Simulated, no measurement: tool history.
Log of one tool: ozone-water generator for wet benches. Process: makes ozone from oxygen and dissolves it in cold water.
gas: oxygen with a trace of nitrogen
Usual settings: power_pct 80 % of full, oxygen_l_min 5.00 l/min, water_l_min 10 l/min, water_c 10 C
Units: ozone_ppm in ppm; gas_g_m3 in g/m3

run	hour	power_pct	oxygen_l_min	water_l_min	water_c	ozone_ppm	gas_g_m3
1	0.0	80	5.00	10	10	31.0	170.6
2	28.8	80	5.00	10	10	31.3	171.0
3	52.3	75	5.00	10	10	29.0	161.0
4	80.9	75	5.00	10	10	29.0	159.2
5	99.0	75	5.00	10	10	29.1	158.6
6	137.9	80	5.00	10	10	31.0	169.2
7	154.4	80	5.00	10	10	30.7	171.5
8	192.6	57	5.00	10	10	22.7	125.0
9	214.0	57	5.00	10	10	22.7	126.8
10	244.5	57	5.00	10	10	22.5	124.7
11	267.3	80	5.91	10	10	29.5	152.5
12	292.3	80	2.80	10	10	32.5	244.0
13	331.4	80	2.80	10	10	32.9	243.5
14	348.6	80	5.00	10	10	30.4	167.2
15	388.7	80	5.00	10	10	30.5	168.7
16	424.8	80	5.00	10	10	30.6	168.2
17	449.0	80	5.00	10	10	30.3	169.3
18	477.1	80	5.00	10	10	30.4	167.9
19	496.3	98	6.95	13	10	28.0	163.6
# hour 498.5: water thermometer calibrated
20	518.2	71	2.85	10	10	29.4	216.5
21	550.2	47	7.46	14	5	15.0	81.2
22	574.1	94	7.46	14	5	27.8	149.7
23	597.3	94	7.46	14	5	28.0	150.4
24	618.1	55	7.46	10	5	21.9	93.8
25	650.6	95	7.55	10	10	32.2	150.5
# hour 656.0: water thermometer calibrated, once more
26	685.2	95	5.00	10	13	33.6	196.2
27	704.0	84	8.95	10	5	30.3	120.9
28	727.7	80	5.00	7	5	42.1	168.8

5 ways to go on from here, each from the tool as it stands after run 28. What would each give?
A	748.9	80	7.26	10	13	?	?
B	748.9	80	3.03	7	11	?	?
C	748.9	95	5.00	10	13	?	?
D	748.9	89	5.00	7	14	?	?
E	748.9	61	5.31	10	17	?	?

run	ozone_ppm	gas_g_m3
A	26.2	133.0
B	41.8	232.1
C	33.6	195.2
D	38.8	184.1
E	20.8	127.0
Without the tool's hidden state the same runs would have given:
run	ozone_ppm	gas_g_m3
A	27.6	138.9
B	44.0	242.3
C	35.6	205.0
D	41.0	192.9
E	21.8	131.4

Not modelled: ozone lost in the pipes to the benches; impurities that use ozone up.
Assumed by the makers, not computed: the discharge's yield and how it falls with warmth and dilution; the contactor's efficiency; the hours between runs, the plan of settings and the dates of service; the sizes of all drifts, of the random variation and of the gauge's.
